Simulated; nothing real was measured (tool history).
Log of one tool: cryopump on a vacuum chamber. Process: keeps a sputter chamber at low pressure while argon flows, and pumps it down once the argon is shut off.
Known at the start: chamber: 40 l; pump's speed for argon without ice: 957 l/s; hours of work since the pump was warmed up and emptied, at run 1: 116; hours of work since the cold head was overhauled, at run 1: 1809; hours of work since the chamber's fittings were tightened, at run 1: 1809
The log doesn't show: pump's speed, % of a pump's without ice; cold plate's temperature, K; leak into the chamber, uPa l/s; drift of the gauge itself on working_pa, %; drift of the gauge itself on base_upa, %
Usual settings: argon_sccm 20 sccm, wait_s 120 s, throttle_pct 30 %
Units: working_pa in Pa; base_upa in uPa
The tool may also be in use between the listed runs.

| run | hour | argon_sccm | wait_s | throttle_pct | hours of work since the pump was warmed up and emptied | hours of work since the cold head was overhauled | hours of work since the chamber's fittings were tightened | working_pa | base_upa |
|---|---|---|---|---|---|---|---|---|---|
| 1 | 0.0 | 20 | 120 | 30 | 116 | 1809 | 1809 | 0.1211 | 3.37 |
| 2 | 76.4 | 20 | 120 | 30 | 167 | 1860 | 1860 | 0.1220 | 3.46 |
| 3 | 130.9 | 20 | 23 | 30 | 203 | 1896 | 1896 | 0.1238 | 5.43 |
| 4 | 179.7 | 8 | 23 | 30 | 235 | 1928 | 1928 | 0.0500 | 5.61 |
| 5 | 250.5 | 20 | 120 | 30 | 282 | 1975 | 1975 | 0.1267 | 3.92 |
| 6 | 333.6 | 20 | 120 | 30 | 338 | 2030 | 2030 | 0.1294 | 4.20 |
| 7 | 427.7 | 20 | 120 | 30 | 400 | 2093 | 2093 | 0.1295 | 4.59 |
| 8 | 502.8 | 20 | 57 | 30 | 450 | 2143 | 2143 | 0.1315 | 5.20 |
|  | 595.0 | pump warmed up, emptied and cooled again |
| 9 | 599.3 | 20 | 57 | 30 | 3 | 2203 | 2203 | 0.1179 | 4.26 |
| 10 | 657.9 | 20 | 57 | 30 | 42 | 2242 | 2242 | 0.1188 | 4.38 |
| 11 | 713.5 | 20 | 57 | 30 | 79 | 2279 | 2279 | 0.1208 | 4.58 |
| 12 | 763.8 | 20 | 28 | 30 | 112 | 2312 | 2312 | 0.1229 | 5.38 |
| 13 | 850.1 | 20 | 28 | 30 | 169 | 2370 | 2370 | 0.1221 | 5.71 |
| 14 | 943.2 | 20 | 28 | 30 | 231 | 2431 | 2431 | 0.1240 | 5.95 |
| 15 | 1037.9 | 20 | 120 | 30 | 294 | 2494 | 2494 | 0.1263 | 5.04 |
| 16 | 1089.5 | 20 | 120 | 30 | 328 | 2528 | 2528 | 0.1264 | 5.17 |
| 17 | 1169.5 | 20 | 28 | 24 | 381 | 2582 | 2582 | 0.1594 | 6.78 |
| 18 | 1225.6 | 29 | 60 | 17 | 418 | 2619 | 2619 | 0.3230 | 5.77 |
| 19 | 1273.8 | 12 | 196 | 30 | 450 | 2651 | 2651 | 0.0798 | 5.60 |
| 20 | 1333.2 | 12 | 196 | 48 | 490 | 2690 | 2690 | 0.0546 | 5.92 |
|  | 1365.4 | pump warmed up, emptied and cooled again |
| 21 | 1435.6 | 12 | 196 | 48 | 47 | 2755 | 2755 | 0.0452 | 4.51 |
| 22 | 1515.2 | 14 | 28 | 30 | 99 | 2808 | 2808 | 0.0854 | 6.35 |
| 23 | 1610.2 | 10 | 150 | 19 | 162 | 2871 | 2871 | 0.0954 | 5.20 |
| 24 | 1682.7 | 21 | 27 | 23 | 211 | 2919 | 2919 | 0.1677 | 6.75 |
| 25 | 1764.0 | 21 | 55 | 16 | 265 | 2973 | 2973 | 0.2427 | 6.19 |
| 26 | 1839.6 | 20 | 36 | 18 | 315 | 3023 | 3023 | 0.2069 | 6.93 |
|  | 1850.2 | leaking fittings of the chamber tightened, without venting |
| 27 | 1920.0 | 20 | 36 | 18 | 367 | 3075 | 46 | 0.2081 | 1.95 |
| 28 | 1977.2 | 20 | 36 | 18 | 405 | 3113 | 84 | 0.2102 | 2.03 |
| 29 | 2027.2 | 20 | 36 | 18 | 438 | 3146 | 117 | 0.2100 | 2.17 |
| 30 | 2112.2 | 12 | 231 | 30 | 494 | 3203 | 174 | 0.0812 | 1.11 |

How the hidden state differs across the entries between the runs, from the last listed run before each to the first after it:
Between runs 8 and 9: pump warmed up, emptied and cooled again (hour 595.0)
  pump's speed, % of a pump's without ice: 73.5 -> 99.3; cold plate's temperature, K: 13.3 -> 13.32; leak into the chamber, uPa l/s: 2996 -> 3069
  measured less the result without the state, working_pa: +0.0141 -> +0.0012 Pa; base_upa: +4.04 -> +3.04 uPa
Between runs 20 and 21: pump warmed up, emptied and cooled again (hour 1365.4)
  pump's speed, % of a pump's without ice: 71.7 -> 96.5; cold plate's temperature, K: 13.56 -> 13.58; leak into the chamber, uPa l/s: 3696 -> 3777
  measured less the result without the state, working_pa: +0.0094 -> +0.0014 Pa; base_upa: +5.34 -> +3.92 uPa
Between runs 26 and 27: leaking fittings of the chamber tightened, without venting (hour 1850.2)
  pump's speed, % of a pump's without ice: 81.1 -> 78.1; cold plate's temperature, K: 13.71 -> 13.74; leak into the chamber, uPa l/s: 4123 -> 405
  measured less the result without the state, working_pa: +0.0098 -> +0.0115 Pa; base_upa: +5.21 -> +0.25 uPa
